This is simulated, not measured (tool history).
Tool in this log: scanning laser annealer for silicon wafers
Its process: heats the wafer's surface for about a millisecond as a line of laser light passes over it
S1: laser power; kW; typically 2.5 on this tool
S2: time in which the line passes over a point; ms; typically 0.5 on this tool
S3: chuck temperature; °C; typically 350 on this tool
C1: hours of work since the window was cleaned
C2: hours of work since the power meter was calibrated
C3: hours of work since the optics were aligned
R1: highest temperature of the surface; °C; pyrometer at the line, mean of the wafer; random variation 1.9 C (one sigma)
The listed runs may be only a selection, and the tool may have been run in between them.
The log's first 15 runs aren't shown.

Run 16, hour 391.4: usual settings; C1 481; C2 856; C3 506. Result: R1 1068 °C.
Run 17, hour 417.5: usual settings; C1 495; C2 869; C3 519. Result: R1 1067 °C.
At hour 422.5: window over the wafer cleaned.
Run 18, hour 452.9: usual settings; C1 15; C2 886; C3 536. Result: R1 1052 °C.
Run 19, hour 469.9: usual settings but S3 374 °C; C1 24; C2 895; C3 545. Result: R1 1077 °C.
Run 20, hour 495.4: usual settings but S2 0.503 ms, S3 352 °C; C1 37; C2 908; C3 558. Result: R1 1057 °C.
At hour 502.1: window over the wafer cleaned, once more.
Run 21, hour 531.4: usual settings but S2 0.574 ms; C1 15; C2 925; C3 575. Result: R1 1161 °C.
Run 22, hour 550.1: usual settings but S2 0.366 ms, S3 388 °C; C1 24; C2 934; C3 585. Result: R1 1012 °C.
Run 23, hour 581.6: usual settings but S1 2.61 kW, S2 0.474 ms, S3 338 °C; C1 40; C2 950; C3 601. Result: R1 1095 °C.
Run 24, hour 603.4: usual settings but S1 2.537 kW, S3 321 °C; C1 51; C2 961; C3 612. Result: R1 1080 °C.
Run 25, hour 635.1: usual settings but S1 2.537 kW, S3 321 °C; C1 68; C2 977; C3 628. Result: R1 1077 °C.
Run 26, hour 667.4: usual settings but S1 2.369 kW, S3 347 °C; C1 84; C2 994; C3 644. Result: R1 1055 °C.
Run 27, hour 700.8: usual settings but S1 2.596 kW, S3 390 °C; C1 101; C2 1011; C3 661. Result: R1 1161 °C.
Run 28, hour 722.9: usual settings but S1 2.594 kW; C1 112; C2 1022; C3 672. Result: R1 1122 °C.
Run 29, hour 750.8: usual settings but S1 2.376 kW, S2 0.371 ms, S3 323 °C; C1 126; C2 1036; C3 687. Result: R1 917 °C.
Run 30, hour 766.9: usual settings but S1 2.376 kW, S2 0.371 ms, S3 323 °C; C1 135; C2 1044; C3 695. Result: R1 916 °C.
Run 31, hour 787.8: usual settings but S1 2.22 kW, S2 0.372 ms; C1 145; C2 1055; C3 705. Result: R1 904 °C.
Run 32, hour 810.6: usual settings but S1 2.304 kW, S2 0.607 ms, S3 322 °C; C1 157; C2 1067; C3 717. Result: R1 1084 °C.
Run 33, hour 835.5: usual settings but S1 2.304 kW, S2 0.607 ms, S3 322 °C; C1 169; C2 1079; C3 730. Result: R1 1090 °C.
Run 34, hour 868.9: usual settings but S1 2.304 kW, S2 0.607 ms, S3 322 °C; C1 186; C2 1096; C3 747. Result: R1 1088 °C.
Run 35, hour 904.3: usual settings but S1 2.304 kW, S2 0.607 ms, S3 322 °C; C1 204; C2 1114; C3 765. Result: R1 1083 °C.

Alternative continuations, all from the tool just after run 35; predict every row:
Run A, hour 924.6: usual settings but S1 2.304 kW, S2 0.375 ms, S3 364 °C; C1 215; C2 1125; C3 775. Result: R1 ?.
Run B, hour 924.6: usual settings but S1 2.379 kW, S3 318 °C; C1 215; C2 1125; C3 775. Result: R1 ?.
Run C, hour 924.6: usual settings but S1 2.261 kW; C1 215; C2 1125; C3 775. Result: R1 ?.
Run D, hour 924.6: usual settings but S1 2.193 kW, S2 0.377 ms, S3 345 °C; C1 215; C2 1125; C3 775. Result: R1 ?.

run    R1
  A   938
  B  1022
  C  1018
  D   895
With the hidden condition removed and each run's random variation left untouched, the same runs would have given:
run    R1
  A   953
  B  1041
  C  1036
  D   909

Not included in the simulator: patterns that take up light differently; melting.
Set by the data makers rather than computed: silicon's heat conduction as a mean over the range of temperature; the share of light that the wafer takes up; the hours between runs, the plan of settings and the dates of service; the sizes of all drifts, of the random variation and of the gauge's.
